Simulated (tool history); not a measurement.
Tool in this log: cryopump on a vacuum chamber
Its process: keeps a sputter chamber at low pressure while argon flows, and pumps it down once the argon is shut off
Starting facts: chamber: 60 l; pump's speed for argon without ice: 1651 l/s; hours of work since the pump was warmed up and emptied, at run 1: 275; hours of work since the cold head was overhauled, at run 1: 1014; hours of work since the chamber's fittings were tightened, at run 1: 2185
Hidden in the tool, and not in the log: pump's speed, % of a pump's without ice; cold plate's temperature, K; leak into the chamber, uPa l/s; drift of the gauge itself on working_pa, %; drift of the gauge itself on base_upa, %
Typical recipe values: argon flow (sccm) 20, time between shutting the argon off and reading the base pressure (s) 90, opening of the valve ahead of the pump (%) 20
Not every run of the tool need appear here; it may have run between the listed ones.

| run | day | argon flow (sccm) | time between shutting the argon off and reading the base pressure (s) | opening of the valve ahead of the pump (%) | hours of work since the pump was warmed up and emptied | hours of work since the cold head was overhauled | hours of work since the chamber's fittings were tightened | pressure while argon flows (Pa) | pressure after the wait (uPa) |
|---|---|---|---|---|---|---|---|---|---|
| 1 | 0.000 | 20 | 90 | 20 | 275 | 1014 | 2185 | 0.1035 | 1.26 |
| 2 | 1.721 | 20 | 90 | 20 | 303 | 1042 | 2212 | 0.1049 | 1.32 |
| 3 | 3.671 | 20 | 90 | 20 | 335 | 1073 | 2244 | 0.1042 | 1.30 |
| 4 | 5.400 | 20 | 90 | 20 | 363 | 1101 | 2272 | 0.1053 | 1.34 |
| 5 | 7.054 | 20 | 90 | 20 | 390 | 1128 | 2299 | 0.1048 | 1.37 |
| 6 | 8.454 | 20 | 90 | 20 | 412 | 1151 | 2322 | 0.1053 | 1.34 |
| 7 | 10.667 | 28 | 90 | 20 | 448 | 1187 | 2357 | 0.1489 | 1.43 |
| 8 | 12.575 | 28 | 90 | 20 | 479 | 1218 | 2388 | 0.1486 | 1.40 |
| 9 | 14.175 | 28 | 90 | 20 | 505 | 1244 | 2414 | 0.1486 | 1.48 |
| 10 | 16.708 | 28 | 90 | 20 | 546 | 1285 | 2455 | 0.1485 | 1.49 |
| 11 | 19.346 | 28 | 90 | 20 | 589 | 1327 | 2498 | 0.1507 | 1.52 |
| 12 | 21.092 | 20 | 90 | 20 | 617 | 1356 | 2526 | 0.1075 | 1.51 |
| 13 | 23.629 | 34 | 169 | 25 | 658 | 1397 | 2567 | 0.1486 | 1.34 |
| 14 | 24.892 | 15 | 25 | 37 | 679 | 1417 | 2588 | 0.0458 | 2.56 |
|  | 25.967 | pump warmed up, emptied and cooled again |
| 15 | 26.529 | 30 | 90 | 25 | 9 | 1440 | 2611 | 0.1233 | 1.34 |
| 16 | 29.100 | 11 | 240 | 20 | 51 | 1482 | 2653 | 0.0575 | 1.15 |
|  | 30.912 | leaking fittings of the chamber tightened, without venting |
| 17 | 30.912 | 14 | 156 | 20 | 79 | 1510 | 0 | 0.0717 | 0.44 |
| 18 | 32.862 | 14 | 156 | 20 | 110 | 1542 | 32 | 0.0721 | 0.52 |
| 19 | 34.500 | 10 | 174 | 22 | 137 | 1568 | 58 | 0.0473 | 0.45 |
| 20 | 36.842 | 20 | 268 | 54 | 175 | 1606 | 96 | 0.0391 | 0.41 |
| 21 | 39.296 | 13 | 158 | 54 | 215 | 1646 | 136 | 0.0262 | 0.53 |
| 22 | 41.792 | 12 | 80 | 21 | 255 | 1686 | 176 | 0.0596 | 0.73 |
| 23 | 43.417 | 12 | 80 | 21 | 281 | 1713 | 203 | 0.0600 | 0.80 |

Alternative continuations, all from the tool just after run 23; predict every row:
| A | 45.662 | 20 | 92 | 20 | 318 | 1749 | 239 | ? | ? |
| B | 45.662 | 9 | 80 | 53 | 318 | 1749 | 239 | ? | ? |
| C | 45.662 | 10 | 43 | 16 | 318 | 1749 | 239 | ? | ? |
| D | 45.662 | 31 | 25 | 16 | 318 | 1749 | 239 | ? | ? |
| E | 45.662 | 20 | 136 | 26 | 318 | 1749 | 239 | ? | ? |

| run | pressure while argon flows (Pa) | pressure after the wait (uPa) |
|---|---|---|
| A | 0.1050 | 0.72 |
| B | 0.0184 | 0.77 |
| C | 0.0652 | 1.18 |
| D | 0.2022 | 1.80 |
| E | 0.0828 | 0.60 |
Stripped of hidden state, with their random variation kept, the same runs would have yielded:
| run | pressure while argon flows (Pa) | pressure after the wait (uPa) |
|---|---|---|
| A | 0.1021 | 0.56 |
| B | 0.0171 | 0.62 |
| C | 0.0637 | 1.03 |
| D | 0.1977 | 1.64 |
| E | 0.0799 | 0.44 |
